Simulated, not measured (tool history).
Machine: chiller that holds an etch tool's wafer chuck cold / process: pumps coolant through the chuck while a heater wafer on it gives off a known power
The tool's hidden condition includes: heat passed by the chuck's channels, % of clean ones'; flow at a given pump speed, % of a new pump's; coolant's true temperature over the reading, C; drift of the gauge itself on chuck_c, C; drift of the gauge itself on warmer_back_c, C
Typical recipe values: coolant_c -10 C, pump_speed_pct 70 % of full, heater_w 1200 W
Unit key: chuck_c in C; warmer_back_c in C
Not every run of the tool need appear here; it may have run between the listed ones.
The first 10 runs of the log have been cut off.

run	day	coolant_c	pump_speed_pct	heater_w	hours since the coolant was changed and the channels were flushed	hours since the pump was overhauled	hours since the chiller's thermometer was calibrated	chuck_c	warmer_back_c
11	13.529	-2	70	1200	6290	559	2049	8.9	5.63
12	14.842	-1	70	1200	6322	590	2080	10.1	5.66
13	16.725	-10	67	1200	6367	635	2125	1.4	5.88
14	18.067	-10	67	1200	6399	668	2158	1.3	5.9
15	19.754	-10	67	1200	6440	708	2198	1.5	5.91
16	20.717	-10	67	1200	6463	731	2221	1.4	5.93
17	21.767	-15	70	1200	6488	756	2246	-3.8	5.7
18	23.458	-11	84	1200	6528	797	2287	-1	4.73
19	25.496	-11	84	1200	6577	846	2336	-1.1	4.75
# day 25.729: chiller's thermometer calibrated
20	26.521	-4	66	1200	6601	870	19	7.7	5.97
21	28.192	-15	75	1038	6641	910	59	-5.9	4.6
22	30.142	-15	75	1038	6688	956	106	-5.6	4.59
23	32.154	-1	94	1031	6736	1005	154	6.9	3.62
# day 32.65: chiller's thermometer calibrated, once more
24	34.083	-16	72	745	6781	1050	34	-9.4	3.49
25	35.167	-13	73	745	6807	1076	60	-6.5	3.42
26	36.175	-19	69	1200	6832	1100	85	-8.1	5.84
27	37.921	-19	69	1200	6874	1142	126	-7.9	5.87
28	39.388	-11	93	1201	6909	1177	162	-2.1	4.28
29	40.775	-11	93	1201	6942	1211	195	-2	4.34
30	42.8	-5	67	1200	6991	1259	244	6.4	5.96
31	43.779	-5	67	1200	7014	1283	267	6.3	5.98

Below are 3 alternative next runs, each starting from the tool's condition after run 31. Predict each:
A	45.6	-12	82	903	7058	1326	311	?	?
B	45.6	-12	68	1200	7058	1326	311	?	?
C	45.6	-10	70	772	7058	1326	311	?	?

run	chuck_c	warmer_back_c
A	-4.6	3.68
B	-0.7	5.9
C	-2.9	3.71
The same runs, with their run-to-run variation unchanged, on a tool lacking any hidden condition would have given:
run	chuck_c	warmer_back_c
A	-5.2	3.64
B	-1.6	5.82
C	-3.4	3.67
